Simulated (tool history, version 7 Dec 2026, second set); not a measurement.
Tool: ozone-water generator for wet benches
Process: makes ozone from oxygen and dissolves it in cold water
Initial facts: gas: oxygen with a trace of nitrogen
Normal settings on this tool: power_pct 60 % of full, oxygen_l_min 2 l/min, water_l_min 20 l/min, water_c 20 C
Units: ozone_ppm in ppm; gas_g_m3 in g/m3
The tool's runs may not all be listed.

run,hour,power_pct,oxygen_l_min,water_l_min,water_c,ozone_ppm,gas_g_m3
1,0,60,2,20,20,7.33,119.7
2,119.9,60,2,20,20,7.35,118.6
3,192.8,60,2,18,20,8.11,118.8
4,291.2,60,2,18,20,8.01,118.1
# hour 342.9: contactor cleaned
5,346.6,60,2,18,20,8.14,119.6
6,433.4,60,2,18,20,7.99,117.5
7,494.9,60,2,18,20,8.04,119.1
8,554.7,60,1.43,18,20,7.48,136.1
9,679.2,60,1.43,18,20,7.15,136.6
10,769.5,60,1.43,18,20,7.11,134.3
11,843.1,60,1.43,18,20,6.99,135.7
12,907,60,2,20,20,7.3,117.1
13,987,60,2,20,20,7.16,115.3
14,1056.2,60,2,20,20,7.17,115.8
15,1119.4,60,2,20,20,7.11,114.9
16,1244.1,51,1.55,14,20,8.35,117.7
17,1295,51,1.15,14,15,7.81,134.2
18,1345.2,57,1.15,14,19,8.09,140.7
19,1448.1,60,2.31,20,20,7.31,106.8
20,1568.8,60,1.53,26,21,4.88,127.3
21,1629.9,60,1.9,26,21,5.2,114.3
22,1732.2,60,1.64,26,20,5.04,122.7
23,1797.7,60,2,32,20,4.46,110.6
24,1876.6,47,3.31,15,26,7.93,80.7
25,1960.4,47,3.31,15,26,8.04,79.6
26,2083.7,50,2,20,20,6.25,101.7
27,2138.9,50,2,20,20,6.33,99.8
28,2244,50,2,20,20,6.15,100.5
29,2344.2,53,2,24,20,5.41,102.3
30,2455.2,53,2,24,20,5.37,102.4

Measured minus without-hidden-state, run by run (identical run-to-run variation in each term; gauge scatter may differ):
The tool's hidden condition here consists of: yield of the discharge, % of new electrodes'; contactor's efficiency, % of a clean one's; true water temperature over the reading, C; drift of the gauge itself on ozone_ppm, %; drift of the gauge itself on gas_g_m3, %.
run,ozone_ppm,gas_g_m3
1,-1,-13.1
2,-1.06,-13.7
3,-1.16,-14.1
4,-1.2,-14.6
5,-1.06,-15
6,-1.07,-15.2
7,-1.11,-15.7
8,-1.01,-18.4
9,-1.05,-19.1
10,-1.08,-19.5
11,-1.1,-20
12,-1.15,-17.6
13,-1.16,-17.8
14,-1.19,-18.4
15,-1.21,-18.5
16,-1.33,-17.8
17,-1.25,-20.5
18,-1.41,-23.5
19,-1.38,-18.8
20,-0.95,-23.1
21,-1.06,-21.2
22,-1.02,-23.3
23,-0.93,-21.5
24,-1.46,-13.7
25,-1.5,-13.8
26,-1.25,-19.1
27,-1.28,-19
28,-1.3,-19.6
29,-1.21,-21.3
30,-1.25,-21.8
